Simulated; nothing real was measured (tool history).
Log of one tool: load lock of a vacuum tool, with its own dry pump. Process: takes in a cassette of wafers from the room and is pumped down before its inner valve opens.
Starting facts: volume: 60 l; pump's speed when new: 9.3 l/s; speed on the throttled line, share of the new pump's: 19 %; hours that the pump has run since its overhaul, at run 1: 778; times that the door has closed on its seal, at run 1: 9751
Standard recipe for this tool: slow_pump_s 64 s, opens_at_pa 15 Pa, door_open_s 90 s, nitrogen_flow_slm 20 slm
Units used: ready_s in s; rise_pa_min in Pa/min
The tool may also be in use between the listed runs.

run,hour,slow_pump_s,opens_at_pa,door_open_s,nitrogen_flow_slm,hours that the pump has run since its overhaul,times that the door has closed on its seal,"incoming humidity of the room's air, %",ready_s,rise_pa_min
1,0,64,15,90,20,778,9751,47.3,109.4,0.127
2,58.8,64,15,90,20,837,9978,42,108.7,0.118
3,104.5,64,15,90,20,883,10155,44,109.6,0.131
4,152.8,64,15,41,20,931,10341,44.4,110,0.121
5,232.7,64,15,41,18,1011,10650,43.2,109.5,0.124
6,321,64,15,90,20,1099,10990,45.6,109.8,0.141
7,394.5,64,15,90,20,1173,11274,45.4,109.6,0.138
8,470.6,64,15,90,20,1249,11568,44.9,111,0.148
9,519.8,64,15,90,20,1298,11758,49.8,111,0.155
10,577.3,64,15,90,20,1356,11980,46.8,110.6,0.152
11,654.6,64,15,90,20,1433,12279,44.5,109.6,0.154
12,696.3,64,13,90,20,1475,12440,45.5,111.7,0.159
13,739.4,64,13,90,20,1518,12606,44.2,111.3,0.159
14,779.8,64,13,90,8,1558,12762,43.9,111,0.172
15,853.3,64,13,90,20,1632,13046,47.3,111.1,0.161
16,923.2,64,13,39,42,1702,13316,48,110.7,0.152
17,1004.3,64,23,35,9,1783,13629,45.6,107.1,0.166
18,1046.1,64,23,35,9,1824,13790,45.2,107.7,0.17
19,1089.7,64,15,33,35,1868,13958,47.1,109.9,0.169
20,1159.3,64,15,90,11,1938,14227,43.5,110.1,0.192
21,1229.1,64,15,106,20,2007,14497,44.2,110.5,0.195
22,1294.6,34,11,75,32,2073,14750,42.1,88.7,0.187
23,1355.2,64,15,47,14,2134,14983,45.3,111.6,0.191
24,1428.3,64,17,37,5,2207,15266,49,109.2,0.196
25,1481.1,102,19,90,16,2259,15469,46.4,139.4,0.211
26,1556.1,64,13,61,20,2334,15759,47.7,112.1,0.198
27,1629.5,98,15,90,20,2408,16043,47.2,138.6,0.221
28,1679.8,120,27,90,20,2458,16237,48.1,151.5,0.223

3 ways to go on from here, each from the tool as it stands after run 28. What would each give?
A,1742,48,13,90,36,2520,16477,44.8,?,?
B,1742,122,27,65,20,2520,16477,46.4,?,?
C,1742,77,15,49,14,2520,16477,49,?,?

run,ready_s,rise_pa_min
A,99.4,0.216
B,153.8,0.219
C,121.2,0.223
The same runs, with their run-to-run variation unchanged, on a tool lacking any hidden condition would have given:
run,ready_s,rise_pa_min
A,97.4,0.021
B,152.5,0.025
C,119.4,0.027

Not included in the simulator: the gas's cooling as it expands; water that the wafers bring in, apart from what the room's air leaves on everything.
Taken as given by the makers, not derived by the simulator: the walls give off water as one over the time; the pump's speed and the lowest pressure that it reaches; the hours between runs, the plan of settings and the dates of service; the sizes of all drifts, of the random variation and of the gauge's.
